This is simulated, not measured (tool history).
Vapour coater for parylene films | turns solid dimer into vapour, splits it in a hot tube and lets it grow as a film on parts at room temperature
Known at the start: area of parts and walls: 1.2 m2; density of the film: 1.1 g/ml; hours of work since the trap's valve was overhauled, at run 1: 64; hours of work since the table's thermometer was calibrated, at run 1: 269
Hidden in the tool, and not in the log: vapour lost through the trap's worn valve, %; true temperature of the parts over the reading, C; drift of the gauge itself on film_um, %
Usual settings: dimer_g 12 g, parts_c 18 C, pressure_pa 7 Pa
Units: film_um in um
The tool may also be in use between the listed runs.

run	hour	dimer_g	parts_c	pressure_pa	hours of work since the trap's valve was overhauled	hours of work since the table's thermometer was calibrated	film_um
1	0	12	18	7	64	269	4.59
2	41.8	12	18	7	96	300	4.55
3	69.4	12	18	8.94	117	321	4.35
4	90.3	12	18	7	132	337	4.35
5	129	12	18	7	161	366	4.39
6	162.2	12	18	7	186	391	4.26
7	183.3	12	18	7	202	406	4.31
8	224.8	12	28	7	233	438	2.89
# hour 238.2: trap's valve overhauled
9	255.2	12	28	7	13	457	3.21
10	281.1	12	28	7	32	477	3.21
11	319.1	12	28	7	61	505	3.22
12	359.2	12	22	7	91	535	3.88
13	379.2	12	22	7	106	550	3.89
14	403.2	12	22	7	124	568	3.81
15	431.8	12	22	7	145	590	3.78
16	459.5	12	22	7	166	611	3.71
17	493.7	12	10	7	192	636	5.77
18	526.4	12	10	2.2	216	661	6.57
# hour 560.7: trap's valve overhauled
19	569.8	12	24	7	7	690	3.7
20	588	12	18	7	20	704	4.58
21	623.8	12	18	7	47	731	4.57
22	649.9	18	11	7	67	750	8.74
23	680.9	21	11	5.78	90	774	10.45
24	700	21	18	6.43	104	788	7.83
25	741.7	12	27	4.12	136	819	3.26
26	780.5	19	11	7	165	848	8.81
27	797.9	16	14	11.93	178	861	6.15
28	836.4	12	25	3.09	207	890	3.56
29	854.4	12	25	3.09	220	904	3.52
# hour 866.5: table's thermometer calibrated
# hour 886.5: trap's valve overhauled
30	898.2	18	24	5.87	9	21	5.8
31	919.6	11	17	5.41	25	37	4.68
32	956.5	11	17	5.41	52	64	4.6
33	976.4	13	18	3.98	67	79	5.33
34	993.4	11	10	3.35	80	92	6.26
35	1020.6	11	18	8.04	101	113	4.14
36	1040.9	12	30	7	116	128	2.86
37	1068.1	8	18	4.99	136	148	3.05
38	1104.7	8	18	4.99	164	176	3.02
39	1129.7	8	18	4.99	182	194	3.02

The same runs without the tool's hidden state, with the same run-to-run variation:
run	film_um
1	4.78
2	4.83
3	4.67
4	4.71
5	4.83
6	4.76
7	4.85
8	3.32
9	3.29
10	3.32
11	3.38
12	4.14
13	4.19
14	4.13
15	4.15
16	4.13
17	6.49
18	7.5
19	3.83
20	4.77
21	4.83
22	9.34
23	11.3
24	8.53
25	3.62
26	9.92
27	6.99
28	4.11
29	4.1
30	5.83
31	4.75
32	4.74
33	5.54
34	6.55
35	4.38
36	3.05
37	3.29
38	3.31
39	3.34
